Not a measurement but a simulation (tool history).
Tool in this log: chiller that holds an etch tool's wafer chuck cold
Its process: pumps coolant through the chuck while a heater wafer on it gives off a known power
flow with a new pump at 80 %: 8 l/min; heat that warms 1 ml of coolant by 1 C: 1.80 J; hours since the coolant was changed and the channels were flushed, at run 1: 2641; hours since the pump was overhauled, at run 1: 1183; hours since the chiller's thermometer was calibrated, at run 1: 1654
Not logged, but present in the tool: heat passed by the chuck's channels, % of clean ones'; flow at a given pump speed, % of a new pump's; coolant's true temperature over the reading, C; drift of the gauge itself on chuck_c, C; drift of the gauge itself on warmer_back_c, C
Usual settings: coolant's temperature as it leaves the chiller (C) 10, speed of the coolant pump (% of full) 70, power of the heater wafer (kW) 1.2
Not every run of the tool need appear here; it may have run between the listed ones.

run	hour	coolant's temperature as it leaves the chiller (C)	speed of the coolant pump (% of full)	power of the heater wafer (kW)	hours since the coolant was changed and the channels were flushed	hours since the pump was overhauled	hours since the chiller's thermometer was calibrated	chuck's temperature once it has settled (C)	how much warmer the coolant comes back (C)
1	0	10	70	1.2	2641	1183	1654	24.3	5.84
2	77.1	10	79	1.2	2718	1260	1731	22.9	5.09
3	139.4	10	79	1.2	2780	1323	1793	22.9	5.14
4	246.6	10	70	1.166	2887	1430	1900	24	5.57
5	303.9	10	70	1.166	2945	1487	1958	24.1	5.49
6	357.9	10	70	0.806	2999	1541	2012	19.8	3.81
7	413.1	10	70	1.2	3054	1596	2067	24.4	5.7
8	470.9	10	70	1.2	3112	1654	2125	24.6	5.77
9	555.9	10	70	1.2	3197	1739	2210	24.6	5.71
10	644	10	70	1.209	3285	1827	2298	24.7	5.73
11	751.5	10	70	1.209	3392	1935	2405	24.6	5.77
12	802.4	10	70	1.209	3443	1986	2456	24.7	5.74
13	886.2	10	70	1.209	3527	2069	2540	24.5	5.71
14	967.6	10	70	0.68	3608	2151	2621	18.3	3.08
15	1075.9	15	72	0.686	3717	2259	2730	23.2	3.01
16	1151	19	63	0.767	3792	2334	2805	29	3.93
17	1224.6	6	63	0.767	3865	2408	2879	16.2	3.98
18	1274.3	11	62	0.949	3915	2457	2928	23.9	5.01
19	1388.1	15	67	1.114	4029	2571	3042	28.9	5.37
# hour 1421.5: chiller's thermometer calibrated
20	1453.5	15	67	1.114	4093	2636	32	29.1	5.42
21	1573.9	15	69	1.114	4214	2756	152	28.8	5.15
22	1681.6	11	86	1.2	4321	2864	260	22.7	4.37
# hour 1712.6: gauge calibrated
23	1764.2	11	86	1.2	4404	2946	343	23.1	4.63
24	1816.5	14	99	1.028	4456	2999	395	22.9	3.37
25	1886.5	13	97	0.998	4526	3069	465	21.8	3.34
26	1943.5	17	97	1.318	4583	3126	522	28.7	4.42
27	2024.9	17	97	1.318	4665	3207	603	28.6	4.41

4 ways to go on from here, each from the tool as it stands after run 27. What would each give?
A	2103.1	10	70	0.686	4743	3285	682	?	?
B	2103.1	17	67	1.318	4743	3285	682	?	?
C	2103.1	17	99	1.318	4743	3285	682	?	?
D	2103.1	10	70	1.68	4743	3285	682	?	?

run	chuck's temperature once it has settled (C)	how much warmer the coolant comes back (C)
A	18.2	3.21
B	33.8	6.58
C	28.5	4.29
D	30.3	8.07
Take away the tool's hidden state, keep each run's random variation, and the runs would have read:
run	chuck's temperature once it has settled (C)	how much warmer the coolant comes back (C)
A	18.2	3.28
B	33.8	6.65
C	28.4	4.36
D	30.3	8.14
